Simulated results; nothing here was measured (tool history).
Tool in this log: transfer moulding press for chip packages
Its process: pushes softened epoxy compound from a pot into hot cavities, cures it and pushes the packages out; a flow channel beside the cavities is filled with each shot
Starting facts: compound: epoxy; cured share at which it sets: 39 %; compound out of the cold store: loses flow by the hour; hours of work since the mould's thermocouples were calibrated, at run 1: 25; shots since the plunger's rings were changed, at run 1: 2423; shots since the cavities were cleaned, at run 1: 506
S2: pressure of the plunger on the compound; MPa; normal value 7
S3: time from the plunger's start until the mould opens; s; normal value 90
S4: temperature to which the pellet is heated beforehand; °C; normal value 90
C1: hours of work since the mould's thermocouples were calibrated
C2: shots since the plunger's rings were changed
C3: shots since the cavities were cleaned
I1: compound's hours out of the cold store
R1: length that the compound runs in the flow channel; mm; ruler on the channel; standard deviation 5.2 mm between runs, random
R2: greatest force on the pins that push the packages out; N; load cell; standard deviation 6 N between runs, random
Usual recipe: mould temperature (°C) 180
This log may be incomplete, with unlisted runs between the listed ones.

{"run": 1, "hour": 0.0, "mould temperature (°C)": 180, "S2": 7, "S3": 90, "S4": 90, "C1": 25, "C2": 2423, "C3": 506, "I1": 37.8, "R1": 473, "R2": 334}
{"hour": 33.0, "done": "cavities cleaned with cleaning compound and waxed"}
{"run": 2, "hour": 41.1, "mould temperature (°C)": 180, "S2": 7, "S3": 90, "S4": 89, "C1": 48, "C2": 2909, "C3": 99, "I1": 28.1, "R1": 493, "R2": 469}
{"run": 3, "hour": 84.7, "mould temperature (°C)": 180, "S2": 7, "S3": 90, "S4": 89, "C1": 74, "C2": 3444, "C3": 634, "I1": 17.1, "R1": 504, "R2": 467}
{"hour": 104.6, "done": "cavities cleaned with cleaning compound and waxed"}
{"run": 4, "hour": 109.8, "mould temperature (°C)": 180, "S2": 7, "S3": 90, "S4": 90, "C1": 88, "C2": 3734, "C3": 64, "I1": 24, "R1": 499, "R2": 247}
{"run": 5, "hour": 128.9, "mould temperature (°C)": 174, "S2": 7, "S3": 90, "S4": 90, "C1": 100, "C2": 3969, "C3": 299, "I1": 35.4, "R1": 497, "R2": 457}
{"hour": 148.8, "done": "plunger's sealing rings changed"}
{"run": 6, "hour": 151.0, "mould temperature (°C)": 174, "S2": 7, "S3": 90, "S4": 90, "C1": 111, "C2": 27, "C3": 539, "I1": 24.2, "R1": 540, "R2": 514}
{"run": 7, "hour": 169.9, "mould temperature (°C)": 174, "S2": 7, "S3": 90, "S4": 90, "C1": 123, "C2": 259, "C3": 771, "I1": 17.8, "R1": 548, "R2": 618}
{"hour": 181.0, "done": "cavities cleaned with cleaning compound and waxed"}
{"run": 8, "hour": 208.0, "mould temperature (°C)": 174, "S2": 7, "S3": 90, "S4": 90, "C1": 145, "C2": 709, "C3": 332, "I1": 17.4, "R1": 535, "R2": 495}
{"run": 9, "hour": 227.9, "mould temperature (°C)": 174, "S2": 7, "S3": 90, "S4": 90, "C1": 156, "C2": 953, "C3": 576, "I1": 36.6, "R1": 508, "R2": 520}
{"hour": 233.3, "done": "cavities cleaned with cleaning compound and waxed, once more"}
{"run": 10, "hour": 252.2, "mould temperature (°C)": 187, "S2": 7, "S3": 90, "S4": 90, "C1": 170, "C2": 1232, "C3": 231, "I1": 29.7, "R1": 482, "R2": 232}
{"run": 11, "hour": 277.8, "mould temperature (°C)": 187, "S2": 7, "S3": 90, "S4": 90, "C1": 185, "C2": 1547, "C3": 546, "I1": 32.5, "R1": 489, "R2": 271}
{"run": 12, "hour": 298.2, "mould temperature (°C)": 187, "S2": 7, "S3": 90, "S4": 90, "C1": 197, "C2": 1797, "C3": 796, "I1": 38.8, "R1": 463, "R2": 298}
{"hour": 305.8, "done": "cavities cleaned with cleaning compound and waxed"}
{"run": 13, "hour": 332.3, "mould temperature (°C)": 187, "S2": 7, "S3": 90, "S4": 90, "C1": 217, "C2": 2198, "C3": 325, "I1": 28.4, "R1": 476, "R2": 236}
{"run": 14, "hour": 372.6, "mould temperature (°C)": 180, "S2": 7, "S3": 90, "S4": 90, "C1": 241, "C2": 2692, "C3": 819, "I1": 24.7, "R1": 499, "R2": 391}
{"hour": 377.8, "done": "cavities cleaned with cleaning compound and waxed"}
{"run": 15, "hour": 401.6, "mould temperature (°C)": 172, "S2": 7, "S3": 76, "S4": 100, "C1": 257, "C2": 3031, "C3": 293, "I1": 12.5, "R1": 547, "R2": 777}
{"run": 16, "hour": 429.6, "mould temperature (°C)": 172, "S2": 8.56, "S3": 76, "S4": 88, "C1": 274, "C2": 3375, "C3": 637, "I1": 13.3, "R1": 595, "R2": 953}
{"hour": 451.7, "done": "cavities cleaned with cleaning compound and waxed"}
{"run": 17, "hour": 466.0, "mould temperature (°C)": 172, "S2": 8.56, "S3": 128, "S4": 98, "C1": 295, "C2": 3802, "C3": 175, "I1": 9.1, "R1": 598, "R2": 268}
{"hour": 497.4, "done": "plunger's sealing rings changed"}
{"run": 18, "hour": 508.0, "mould temperature (°C)": 172, "S2": 8.56, "S3": 128, "S4": 98, "C1": 318, "C2": 130, "C3": 661, "I1": 10.4, "R1": 633, "R2": 349}
{"hour": 526.7, "done": "cavities cleaned with cleaning compound and waxed"}
{"run": 19, "hour": 552.8, "mould temperature (°C)": 179, "S2": 6, "S3": 125, "S4": 86, "C1": 344, "C2": 662, "C3": 321, "I1": 22.8, "R1": 492, "R2": 253}
{"run": 20, "hour": 581.0, "mould temperature (°C)": 179, "S2": 6.22, "S3": 110, "S4": 82, "C1": 361, "C2": 1008, "C3": 667, "I1": 45.9, "R1": 464, "R2": 314}
{"hour": 600.5, "done": "cavities cleaned with cleaning compound and waxed"}
{"run": 21, "hour": 626.3, "mould temperature (°C)": 179, "S2": 6.22, "S3": 80, "S4": 90, "C1": 387, "C2": 1545, "C3": 316, "I1": 33.7, "R1": 473, "R2": 419}
{"run": 22, "hour": 654.2, "mould temperature (°C)": 181, "S2": 6.22, "S3": 100, "S4": 83, "C1": 404, "C2": 1888, "C3": 659, "I1": 22.4, "R1": 489, "R2": 314}
{"hour": 673.5, "done": "cavities cleaned with cleaning compound and waxed"}
{"run": 23, "hour": 676.3, "mould temperature (°C)": 181, "S2": 6.22, "S3": 100, "S4": 83, "C1": 416, "C2": 2141, "C3": 34, "I1": 19.4, "R1": 485, "R2": 202}

Run 24, settings as shown, results not yet in. Your forecast:
{"run": 24, "hour": 718.8, "mould temperature (°C)": 180, "S2": 7.41, "S3": 95, "S4": 95, "C1": 442, "C2": 2663, "C3": 556, "I1": 22.7, "R1": "?", "R2": "?"}

R1: 511 mm
R2: 330 N
The same run, on a tool lacking any hidden state, would have yielded R1 535 mm, R2 202 N.
